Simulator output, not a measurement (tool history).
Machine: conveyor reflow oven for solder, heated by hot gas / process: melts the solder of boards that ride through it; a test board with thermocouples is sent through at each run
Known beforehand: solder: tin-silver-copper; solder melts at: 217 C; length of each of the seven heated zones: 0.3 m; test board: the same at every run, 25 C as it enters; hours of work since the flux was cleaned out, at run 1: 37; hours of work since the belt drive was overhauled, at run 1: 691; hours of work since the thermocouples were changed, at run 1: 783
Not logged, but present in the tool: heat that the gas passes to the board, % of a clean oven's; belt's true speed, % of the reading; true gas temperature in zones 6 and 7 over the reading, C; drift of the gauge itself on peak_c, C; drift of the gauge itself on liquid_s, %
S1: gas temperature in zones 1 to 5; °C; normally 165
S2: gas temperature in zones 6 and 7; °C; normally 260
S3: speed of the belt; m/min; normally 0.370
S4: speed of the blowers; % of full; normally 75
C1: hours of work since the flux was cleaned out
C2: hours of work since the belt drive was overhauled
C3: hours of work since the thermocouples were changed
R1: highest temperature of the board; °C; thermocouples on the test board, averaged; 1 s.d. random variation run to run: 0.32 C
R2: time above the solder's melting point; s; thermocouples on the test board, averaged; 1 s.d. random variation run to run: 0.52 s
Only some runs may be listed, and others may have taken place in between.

Run 1, day 0.000: usual settings; C1 37; C2 691; C3 783. Result: R1 249.5 °C, R2 68.3 s.
Run 2, day 3.225: usual settings; C1 94; C2 748; C3 840. Result: R1 249.4 °C, R2 69.4 s.
Run 3, day 6.529: usual settings but S3 0.425 m/min; C1 153; C2 807; C3 899. Result: R1 245.3 °C, R2 54.9 s.
At day 9.942: thermocouples of zones 6 and 7 changed.
Run 4, day 9.942: usual settings; C1 212; C2 866; C3 0. Result: R1 247.4 °C, R2 66.1 s.
Run 5, day 12.808: usual settings but S2 272 °C; C1 263; C2 917; C3 51. Result: R1 257.4 °C, R2 75.9 s.
Run 6, day 16.046: usual settings but S4 66 % of full; C1 320; C2 974; C3 108. Result: R1 243.6 °C, R2 61.6 s.
At day 19.042: flux residue cleaned out of gas plates and filters.
Run 7, day 19.042: usual settings; C1 0; C2 1023; C3 158. Result: R1 248.5 °C, R2 68.8 s.
Run 8, day 21.538: usual settings; C1 44; C2 1068; C3 202. Result: R1 248.3 °C, R2 69.9 s.
Run 9, day 24.288: usual settings; C1 93; C2 1117; C3 251. Result: R1 248.5 °C, R2 68.7 s.
Run 10, day 26.492: usual settings but S2 250 °C; C1 132; C2 1156; C3 290. Result: R1 239.2 °C, R2 58.7 s.
Run 11, day 28.383: usual settings but S2 250 °C; C1 166; C2 1189; C3 323. Result: R1 238.8 °C, R2 57.7 s.
Run 12, day 30.904: usual settings but S2 250 °C; C1 210; C2 1234; C3 368. Result: R1 239.7 °C, R2 57.9 s.
Run 13, day 34.350: usual settings but S2 250 °C; C1 272; C2 1295; C3 429. Result: R1 238.6 °C, R2 57.6 s.
Run 14, day 38.700: usual settings but S2 250 °C; C1 349; C2 1372; C3 506. Result: R1 238.1 °C, R2 57.7 s.
At day 40.092: flux residue cleaned out of gas plates and filters.
Run 15, day 42.767: usual settings; C1 47; C2 1441; C3 575. Result: R1 249.3 °C, R2 71.1 s.
At day 46.646: belt drive overhauled, speed set with a stopwatch.
Run 16, day 47.238: usual settings but S1 175 °C, S2 272 °C; C1 124; C2 11; C3 651. Result: R1 260.2 °C, R2 81.2 s.
Run 17, day 51.179: usual settings but S1 151 °C, S4 64 % of full; C1 194; C2 80; C3 721. Result: R1 242.3 °C, R2 52.9 s.
Run 18, day 55.204: usual settings but S2 250 °C, S3 0.420 m/min; C1 265; C2 152; C3 793. Result: R1 235.4 °C, R2 43.1 s.
Run 19, day 58.329: usual settings but S2 250 °C, S3 0.420 m/min; C1 321; C2 207; C3 848. Result: R1 234.8 °C, R2 41.4 s.
At day 61.350: flux residue cleaned out of gas plates and filters.
Run 20, day 62.879: usual settings but S1 173 °C, S2 264 °C, S3 0.353 m/min, S4 56 % of full; C1 27; C2 284; C3 925. Result: R1 251.6 °C, R2 75.0 s.
At day 64.854: thermocouples of zones 6 and 7 changed.
Run 21, day 66.942: usual settings but S1 173 °C, S2 264 °C, S3 0.353 m/min, S4 56 % of full; C1 98; C2 355; C3 37. Result: R1 247.5 °C, R2 72.5 s.
Run 22, day 69.712: usual settings but S1 173 °C, S2 265 °C, S3 0.310 m/min, S4 56 % of full; C1 147; C2 404; C3 86. Result: R1 252.8 °C, R2 88.6 s.
Run 23, day 71.467: usual settings but S1 173 °C, S2 265 °C, S3 0.310 m/min, S4 56 % of full; C1 178; C2 435; C3 117. Result: R1 252.4 °C, R2 89.9 s.
Run 24, day 74.592: usual settings but S1 157 °C, S2 263 °C, S3 0.418 m/min, S4 85 % of full; C1 233; C2 491; C3 173. Result: R1 246.2 °C, R2 54.5 s.
Run 25, day 77.146: usual settings but S1 157 °C, S2 263 °C, S3 0.418 m/min, S4 85 % of full; C1 279; C2 536; C3 218. Result: R1 247.0 °C, R2 54.1 s.
Run 26, day 80.925: usual settings but S2 263 °C, S3 0.418 m/min, S4 85 % of full; C1 346; C2 603; C3 285. Result: R1 247.3 °C, R2 58.0 s.
At day 82.488: flux residue cleaned out of gas plates and filters.
Run 27, day 84.012: usual settings but S2 263 °C, S3 0.418 m/min, S4 85 % of full; C1 27; C2 654; C3 336. Result: R1 250.4 °C, R2 63.0 s.
Run 28, day 87.771: usual settings but S3 0.389 m/min; C1 94; C2 721; C3 403. Result: R1 247.0 °C, R2 62.7 s.
Run 29, day 89.525: usual settings but S2 252 °C, S3 0.328 m/min, S4 60 % of full; C1 125; C2 752; C3 434. Result: R1 240.3 °C, R2 65.4 s.
Run 30, day 92.775: usual settings but S1 158 °C, S2 259 °C, S3 0.380 m/min, S4 61 % of full; C1 182; C2 810; C3 492. Result: R1 241.1 °C, R2 53.2 s.

Forecast each of these 3 alternatives for the next run:
Run A, day 95.771: usual settings but S1 158 °C, S2 261 °C, S3 0.324 m/min, S4 61 % of full; C1 236; C2 863; C3 545. Result: R1 ?, R2 ?.
Run B, day 95.771: usual settings but S1 158 °C, S2 258 °C, S3 0.335 m/min, S4 61 % of full; C1 236; C2 863; C3 545. Result: R1 ?, R2 ?.
Run C, day 95.771: usual settings but S1 167 °C, S2 271 °C, S4 70 % of full; C1 236; C2 863; C3 545. Result: R1 ?, R2 ?.

run     R1    R2
  A  247.6  75.2
  B  244.2  66.1
  C  256.5  76.0
With no hidden state in the tool, these same runs would have given:
run     R1    R2
  A  246.8  73.1
  B  243.5  64.2
  C  256.1  74.3
